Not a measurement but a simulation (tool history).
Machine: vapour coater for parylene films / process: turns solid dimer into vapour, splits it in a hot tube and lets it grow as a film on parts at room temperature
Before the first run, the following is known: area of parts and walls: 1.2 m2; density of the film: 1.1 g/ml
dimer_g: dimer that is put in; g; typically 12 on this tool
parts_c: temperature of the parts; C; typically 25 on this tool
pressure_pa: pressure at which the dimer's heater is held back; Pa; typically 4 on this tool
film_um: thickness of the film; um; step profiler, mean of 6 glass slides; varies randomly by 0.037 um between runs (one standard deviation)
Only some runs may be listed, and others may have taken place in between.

Run 1, hour 0: usual settings. Result: film_um 5.03 um.
Run 2, hour 26.9: usual settings. Result: film_um 5 um.
Run 3, hour 83.2: usual settings. Result: film_um 5 um.
Run 4, hour 111.6: usual settings. Result: film_um 4.92 um.
Run 5, hour 140.2: usual settings. Result: film_um 4.92 um.
Run 6, hour 164.4: usual settings. Result: film_um 4.89 um.
Run 7, hour 199.1: usual settings but dimer_g 19 g. Result: film_um 7.73 um.
Run 8, hour 255.8: usual settings but dimer_g 19 g. Result: film_um 7.67 um.
Run 9, hour 296.4: usual settings but pressure_pa 6.41 Pa. Result: film_um 4.39 um.
Run 10, hour 352.9: usual settings. Result: film_um 4.83 um.
Run 11, hour 391.1: usual settings but dimer_g 10 g. Result: film_um 3.97 um.
Run 12, hour 448.1: usual settings but dimer_g 10 g. Result: film_um 3.94 um.
Run 13, hour 488: usual settings but dimer_g 10 g. Result: film_um 3.93 um.
Run 14, hour 544.8: usual settings but dimer_g 10 g. Result: film_um 3.9 um.
At hour 575.2: trap's valve overhauled.
Run 15, hour 578.4: usual settings but pressure_pa 4.74 Pa. Result: film_um 4.82 um.
Run 16, hour 616.1: usual settings but parts_c 30 C, pressure_pa 2.77 Pa. Result: film_um 4.5 um.
At hour 627.4: table's thermometer calibrated.
Run 17, hour 661.7: usual settings but dimer_g 16 g, parts_c 37 C, pressure_pa 2.34 Pa. Result: film_um 5.04 um.
Run 18, hour 685.1: usual settings but dimer_g 16 g, parts_c 23 C, pressure_pa 2.34 Pa. Result: film_um 7.97 um.
Run 19, hour 728.4: usual settings but dimer_g 16 g, parts_c 23 C, pressure_pa 2.34 Pa. Result: film_um 7.88 um.
Run 20, hour 773.5: usual settings but dimer_g 16 g, parts_c 23 C, pressure_pa 2.34 Pa. Result: film_um 7.91 um.
Run 21, hour 824.6: usual settings but dimer_g 8 g, parts_c 28 C, pressure_pa 2.27 Pa. Result: film_um 3.35 um.
Run 22, hour 868.1: usual settings but dimer_g 13 g, parts_c 20 C, pressure_pa 6.42 Pa. Result: film_um 5.62 um.
Run 23, hour 909.8: usual settings but dimer_g 13 g, parts_c 36 C, pressure_pa 9.11 Pa. Result: film_um 3.06 um.
Run 24, hour 967.2: usual settings but parts_c 36 C, pressure_pa 9.11 Pa. Result: film_um 2.8 um.
Run 25, hour 1022.9: usual settings but parts_c 30 C. Result: film_um 4.04 um.
Run 26, hour 1076.8: usual settings but parts_c 30 C. Result: film_um 4.03 um.
Run 27, hour 1102.4: usual settings but dimer_g 10 g, parts_c 17 C, pressure_pa 5.4 Pa. Result: film_um 4.82 um.

Some steps in film_um between neighbouring runs. How much of each would the tool show without its hidden state too (settings, what came in, random variation), and how much is left for the hidden state, with any gauge scatter that isn't in both results?
Hidden conditions of the tool in this case: vapour lost through the trap's worn valve, %; true temperature of the parts over the reading, C; drift of the gauge itself on film_um, %.
Run 6 -> 7: dimer_g 12 -> 19. film_um +2.84 um: hidden state -0.15, all else +2.99.
Run 8 -> 9: dimer_g 19 -> 12, pressure_pa 4 -> 6.41. film_um -3.28 um: hidden state +0.15, all else -3.43.
Run 14 -> 15: dimer_g 10 -> 12, pressure_pa 4 -> 4.74, trap's valve overhauled. film_um +0.92 um: hidden state +0.22, all else +0.7.
Run 20 -> 21: dimer_g 16 -> 8, parts_c 23 -> 28, pressure_pa 2.34 -> 2.27. film_um -4.56 um: hidden state +0.13, all else -4.69.
